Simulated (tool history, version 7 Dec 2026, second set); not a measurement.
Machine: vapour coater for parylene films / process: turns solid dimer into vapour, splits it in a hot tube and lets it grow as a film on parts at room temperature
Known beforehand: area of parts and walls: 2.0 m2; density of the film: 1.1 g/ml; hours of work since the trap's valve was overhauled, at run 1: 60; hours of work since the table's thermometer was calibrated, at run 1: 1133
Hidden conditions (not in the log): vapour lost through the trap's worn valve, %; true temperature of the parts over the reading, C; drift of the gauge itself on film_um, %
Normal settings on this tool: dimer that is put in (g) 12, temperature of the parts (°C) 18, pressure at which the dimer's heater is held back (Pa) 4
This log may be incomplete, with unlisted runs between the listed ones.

| run | hour | dimer that is put in (g) | temperature of the parts (°C) | pressure at which the dimer's heater is held back (Pa) | hours of work since the trap's valve was overhauled | hours of work since the table's thermometer was calibrated | thickness of the film (nm) |
|---|---|---|---|---|---|---|---|
| 1 | 0 | 12 | 18 | 4 | 60 | 1133 | 3170 |
| 2 | 27.4 | 12 | 18 | 4 | 73 | 1145 | 3190 |
| 3 | 75.5 | 12 | 29 | 4 | 96 | 1168 | 2630 |
| 4 | 112.9 | 12 | 18 | 4 | 113 | 1186 | 3130 |
| 5 | 155.9 | 12 | 18 | 4 | 134 | 1206 | 3150 |
| 6 | 216.3 | 12 | 18 | 4 | 162 | 1234 | 3100 |
| 7 | 278.1 | 12 | 18 | 4 | 191 | 1263 | 3110 |
| 8 | 319.4 | 12 | 18 | 4 | 211 | 1283 | 3030 |
| 9 | 350.2 | 12 | 29 | 4 | 225 | 1297 | 2520 |
|  | 356.7 | table's thermometer calibrated |
| 10 | 380.8 | 12 | 29 | 4 | 239 | 11 | 2510 |
| 11 | 413.7 | 16 | 13 | 2.31 | 254 | 27 | 4740 |
| 12 | 449.5 | 16 | 12 | 6.1 | 271 | 44 | 4120 |
| 13 | 475.5 | 12 | 18 | 2.21 | 283 | 56 | 3240 |
| 14 | 511.9 | 7 | 18 | 2.23 | 301 | 73 | 1890 |
| 15 | 566.2 | 7 | 18 | 2.23 | 326 | 98 | 1900 |
| 16 | 619.8 | 8 | 22 | 6.05 | 351 | 124 | 1700 |
|  | 652.2 | trap's valve overhauled |
|  | 659.1 | table's thermometer calibrated, once more |
| 17 | 661.5 | 8 | 22 | 6.05 | 4 | 1 | 1910 |

Here are 5 independent what-if runs from the current tool condition. What would each one return?
| A | 688.3 | 12 | 17 | 6.05 | 16 | 14 | ? |
| B | 688.3 | 5 | 18 | 4 | 16 | 14 | ? |
| C | 688.3 | 7 | 22 | 6.05 | 16 | 14 | ? |
| D | 688.3 | 8 | 24 | 5.91 | 16 | 14 | ? |
| E | 688.3 | 9 | 28 | 11.82 | 16 | 14 | ? |

| run | thickness of the film (nm) |
|---|---|
| A | 3110 |
| B | 1370 |
| C | 1630 |
| D | 1840 |
| E | 1750 |
With the hidden condition removed and each run's random variation left untouched, the same runs would have given:
| run | thickness of the film (nm) |
|---|---|
| A | 3130 |
| B | 1370 |
| C | 1640 |
| D | 1850 |
| E | 1760 |

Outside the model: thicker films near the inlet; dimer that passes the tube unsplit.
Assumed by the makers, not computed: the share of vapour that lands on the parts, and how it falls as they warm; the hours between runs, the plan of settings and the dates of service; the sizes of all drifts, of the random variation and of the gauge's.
